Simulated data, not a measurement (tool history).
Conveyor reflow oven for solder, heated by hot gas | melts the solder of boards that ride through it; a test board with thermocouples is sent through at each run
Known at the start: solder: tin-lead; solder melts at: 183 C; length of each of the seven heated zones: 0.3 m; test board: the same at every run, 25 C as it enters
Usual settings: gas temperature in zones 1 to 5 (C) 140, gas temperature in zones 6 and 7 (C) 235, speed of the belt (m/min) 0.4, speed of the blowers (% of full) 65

run,hour,gas temperature in zones 1 to 5 (C),gas temperature in zones 6 and 7 (C),speed of the belt (m/min),speed of the blowers (% of full),highest temperature of the board (C),time above the solder's melting point (s)
1,0,140,235,0.4,65,222.2,73.4
2,5.6,140,235,0.4,58,220.3,71.3
3,13.6,140,235,0.4,58,219.9,71.5
4,19.1,140,235,0.4,58,220.1,71
5,27.9,140,235,0.4,58,220.1,71.4
6,33.3,140,235,0.4,54,219.3,69.6
7,41.7,140,235,0.4,65,222.2,73.1
8,54.7,140,235,0.408,65,221.5,70.9
9,67.8,140,235,0.408,65,221.6,71.5
10,74.2,140,235,0.408,65,221.4,71.6
11,84.6,140,235,0.408,65,221.6,71.2
12,96.2,140,235,0.4,65,221.9,73.2
13,106,140,235,0.426,65,220.5,67.1
14,114.8,140,235,0.354,65,225.2,86
15,123,140,235,0.354,65,225.5,85.7
16,132.9,140,235,0.354,53,222.3,82.9
17,141,136,244,0.4,65,229.7,76.7
18,153.9,150,248,0.4,65,235.3,85.3
19,161.6,140,231,0.417,65,217.5,66.2
20,173.1,140,231,0.417,65,217.5,65.9
21,183.1,133,235,0.4,65,221,69.6
22,191.7,143,246,0.356,74,237.4,94.3
23,199,128,234,0.43,65,216.9,59.4
24,206.9,134,237,0.43,65,220.7,64.7
25,218.1,151,231,0.43,65,218.1,69.7
26,225.2,151,231,0.43,65,218.3,69.5
27,237.4,150,238,0.349,65,229.3,94.6
28,250,130,237,0.446,81,223.1,62.7
29,261.1,130,237,0.446,81,223.1,63.1
30,271.1,136,237,0.386,81,227.5,78.7
31,277.9,140,246,0.325,53,234.6,100.3

4 ways to go on from here, each from the tool as it stands after run 31. What would each give?
A,287.8,129,246,0.467,53,?,?
B,287.8,142,235,0.4,65,?,?
C,287.8,140,229,0.4,90,?,?
D,287.8,148,235,0.4,74,?,?

run,highest temperature of the board (C),time above the solder's melting point (s)
A,220.1,55.9
B,222.3,74
C,220.9,73.9
D,225.3,79.3
Without the tool's hidden state the same runs would have given:
run,highest temperature of the board (C),time above the solder's melting point (s)
A,220.1,55.9
B,222.3,74
C,220.9,73.9
D,225.3,79.3
